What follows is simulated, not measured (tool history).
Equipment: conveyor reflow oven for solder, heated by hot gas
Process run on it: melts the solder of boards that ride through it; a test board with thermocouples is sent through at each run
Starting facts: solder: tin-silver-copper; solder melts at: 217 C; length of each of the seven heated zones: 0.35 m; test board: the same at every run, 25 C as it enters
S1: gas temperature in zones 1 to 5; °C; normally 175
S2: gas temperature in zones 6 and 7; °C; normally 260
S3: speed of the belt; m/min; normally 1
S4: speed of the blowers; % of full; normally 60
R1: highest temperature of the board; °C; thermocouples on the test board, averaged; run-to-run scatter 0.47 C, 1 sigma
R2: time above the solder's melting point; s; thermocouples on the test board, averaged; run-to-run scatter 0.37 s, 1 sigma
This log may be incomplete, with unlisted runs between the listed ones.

Run 1, hour 0: usual settings. Result: R1 234.7 °C, R2 21.5 s.
Run 2, hour 5.6: usual settings but S3 1.14 m/min. Result: R1 230 °C, R2 13.8 s.
Run 3, hour 17.8: usual settings but S3 1.14 m/min. Result: R1 229.7 °C, R2 13.6 s.
Run 4, hour 29.9: usual settings but S2 264 °C. Result: R1 238.2 °C, R2 23.6 s.
Run 5, hour 40: usual settings but S2 264 °C. Result: R1 238.5 °C, R2 23.5 s.
At hour 45.6: flux residue cleaned out of gas plates and filters.
Run 6, hour 56.2: usual settings but S2 264 °C. Result: R1 237.1 °C, R2 22.3 s.
Run 7, hour 64.3: usual settings but S4 65 % of full. Result: R1 236.6 °C, R2 22 s.
Run 8, hour 71.5: usual settings but S1 171 °C, S2 251 °C, S4 65 % of full. Result: R1 228.1 °C, R2 14.5 s.
Run 9, hour 81: usual settings but S1 171 °C, S2 251 °C, S4 65 % of full. Result: R1 228.3 °C, R2 14.8 s.
At hour 90.6: flux residue cleaned out of gas plates and filters, once more.
Run 10, hour 91.5: usual settings but S1 171 °C, S2 251 °C, S4 65 % of full. Result: R1 231.3 °C, R2 17.4 s.
Run 11, hour 103.7: usual settings but S1 188 °C, S2 269 °C, S4 55 % of full. Result: R1 245.7 °C, R2 29.4 s.
Run 12, hour 112.9: usual settings but S1 188 °C, S2 269 °C, S4 55 % of full. Result: R1 245.8 °C, R2 29.8 s.
Run 13, hour 120.6: usual settings but S1 188 °C, S4 73 % of full. Result: R1 244.5 °C, R2 30.4 s.

Consider 4 possible next runs. They are alternatives, not a sequence: every one starts from the tool as it was left by run 13. What does each give?
Run A, hour 128.3: usual settings but S1 164 °C, S3 0.9 m/min, S4 73 % of full. Result: R1 ?, R2 ?.
Run B, hour 128.3: usual settings but S1 188 °C, S2 263 °C, S4 73 % of full. Result: R1 ?, R2 ?.
Run C, hour 128.3: usual settings but S1 186 °C, S4 67 % of full. Result: R1 ?, R2 ?.
Run D, hour 128.3: usual settings but S1 163 °C, S3 1.02 m/min, S4 62 % of full. Result: R1 ?, R2 ?.

run     R1    R2
  A  243.3  27.7
  B  247.3  32.6
  C    242    29
  D  235.1  17.3
The same runs, with their run-to-run variation unchanged, on a tool lacking any hidden condition would have given:
run     R1    R2
  A    244  27.9
  B  247.9  32.7
  C  242.6  29.2
  D  235.7  17.6
